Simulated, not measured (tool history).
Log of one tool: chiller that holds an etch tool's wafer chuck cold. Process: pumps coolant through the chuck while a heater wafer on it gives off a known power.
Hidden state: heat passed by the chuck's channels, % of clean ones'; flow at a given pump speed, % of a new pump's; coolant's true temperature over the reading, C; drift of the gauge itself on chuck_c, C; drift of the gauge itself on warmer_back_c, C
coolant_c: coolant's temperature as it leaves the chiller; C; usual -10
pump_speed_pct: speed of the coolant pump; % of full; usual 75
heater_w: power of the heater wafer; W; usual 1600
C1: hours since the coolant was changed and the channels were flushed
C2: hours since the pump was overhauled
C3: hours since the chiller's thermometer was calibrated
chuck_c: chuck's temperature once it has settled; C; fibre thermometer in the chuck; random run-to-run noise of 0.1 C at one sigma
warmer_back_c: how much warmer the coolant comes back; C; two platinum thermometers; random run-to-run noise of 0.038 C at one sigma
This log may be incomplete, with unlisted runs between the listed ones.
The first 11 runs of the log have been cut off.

run 12 hour=535.9 | coolant_c=-10 pump_speed_pct=82 heater_w=1600 | C1=424 C2=3581 C3=1465 | chuck_c=3.4 warmer_back_c=7.47
run 13 hour=599.9 | coolant_c=-10 pump_speed_pct=82 heater_w=1600 | C1=488 C2=3645 C3=1529 | chuck_c=3.2 warmer_back_c=7.54
run 14 hour=675.8 | coolant_c=-10 pump_speed_pct=82 heater_w=1600 | C1=564 C2=3721 C3=1605 | chuck_c=3.4 warmer_back_c=7.50
run 15 hour=712.3 | coolant_c=-10 pump_speed_pct=64 heater_w=1600 | C1=600 C2=3757 C3=1642 | chuck_c=6.8 warmer_back_c=9.87
run 16 hour=779.2 | coolant_c=-10 pump_speed_pct=75 heater_w=1600 | C1=667 C2=3824 C3=1708 | chuck_c=4.5 warmer_back_c=8.35
run 17 hour=830.1 | coolant_c=-10 pump_speed_pct=76 heater_w=1017 | C1=718 C2=3875 C3=1759 | chuck_c=-0.9 warmer_back_c=5.17
run 18 hour=893.2 | coolant_c=-10 pump_speed_pct=75 heater_w=1236 | C1=781 C2=3938 C3=1822 | chuck_c=1.3 warmer_back_c=6.42
run 19 hour=957.7 | coolant_c=-16 pump_speed_pct=75 heater_w=1236 | C1=846 C2=4002 C3=1887 | chuck_c=-4.9 warmer_back_c=6.37
run 20 hour=1028.6 | coolant_c=-14 pump_speed_pct=75 heater_w=1600 | C1=917 C2=4073 C3=1958 | chuck_c=0.7 warmer_back_c=8.31
run 21 hour=1089.7 | coolant_c=-14 pump_speed_pct=75 heater_w=1667 | C1=978 C2=4134 C3=2019 | chuck_c=1.1 warmer_back_c=8.73
run 22 hour=1159.7 | coolant_c=-14 pump_speed_pct=75 heater_w=1713 | C1=1048 C2=4204 C3=2089 | chuck_c=1.6 warmer_back_c=8.87
run 23 hour=1215.9 | coolant_c=-14 pump_speed_pct=63 heater_w=2075 | C1=1104 C2=4261 C3=2145 | chuck_c=8.5 warmer_back_c=13.06
run 24 hour=1295.3 | coolant_c=-14 pump_speed_pct=63 heater_w=2075 | C1=1183 C2=4340 C3=2225 | chuck_c=8.4 warmer_back_c=13.19
run 25 hour=1343.8 | coolant_c=-14 pump_speed_pct=78 heater_w=2075 | C1=1232 C2=4389 C3=2273 | chuck_c=4.6 warmer_back_c=10.50
run 26 hour=1412.6 | coolant_c=-15 pump_speed_pct=79 heater_w=827 | C1=1301 C2=4457 C3=2342 | chuck_c=-7.8 warmer_back_c=4.09
run 27 hour=1481.3 | coolant_c=-15 pump_speed_pct=79 heater_w=802 | C1=1369 C2=4526 C3=2411 | chuck_c=-7.9 warmer_back_c=4.01
run 28 hour=1549.4 | coolant_c=-9 pump_speed_pct=72 heater_w=1600 | C1=1438 C2=4594 C3=2479 | chuck_c=6.3 warmer_back_c=8.78
run 29 hour=1620.4 | coolant_c=-9 pump_speed_pct=72 heater_w=1600 | C1=1509 C2=4665 C3=2550 | chuck_c=6.2 warmer_back_c=8.78
run 30 hour=1689.2 | coolant_c=-9 pump_speed_pct=62 heater_w=1951 | C1=1577 C2=4734 C3=2618 | chuck_c=12.6 warmer_back_c=12.73
-- hour=1729.4 chiller's thermometer calibrated
run 31 hour=1763.6 | coolant_c=-18 pump_speed_pct=62 heater_w=1024 | C1=1651 C2=4807 C3=34 | chuck_c=-6.6 warmer_back_c=6.65

Here are 3 independent what-if runs from the current tool condition. What would each one return?
run A hour=1806.1 | coolant_c=-10 pump_speed_pct=61 heater_w=1606 | C1=1693 C2=4850 C3=77 | chuck_c=? warmer_back_c=?
run B hour=1806.1 | coolant_c=-13 pump_speed_pct=75 heater_w=1600 | C1=1693 C2=4850 C3=77 | chuck_c=? warmer_back_c=?
run C hour=1806.1 | coolant_c=-18 pump_speed_pct=62 heater_w=1271 | C1=1693 C2=4850 C3=77 | chuck_c=? warmer_back_c=?

run=A chuck_c=8.0 warmer_back_c=10.69
run=B chuck_c=2.0 warmer_back_c=8.46
run=C chuck_c=-4.0 warmer_back_c=8.29
The same runs, with their run-to-run variation unchanged, on a tool lacking any hidden condition would have given:
run=A chuck_c=6.4 warmer_back_c=9.85
run=B chuck_c=0.7 warmer_back_c=7.79
run=C chuck_c=-5.2 warmer_back_c=7.64

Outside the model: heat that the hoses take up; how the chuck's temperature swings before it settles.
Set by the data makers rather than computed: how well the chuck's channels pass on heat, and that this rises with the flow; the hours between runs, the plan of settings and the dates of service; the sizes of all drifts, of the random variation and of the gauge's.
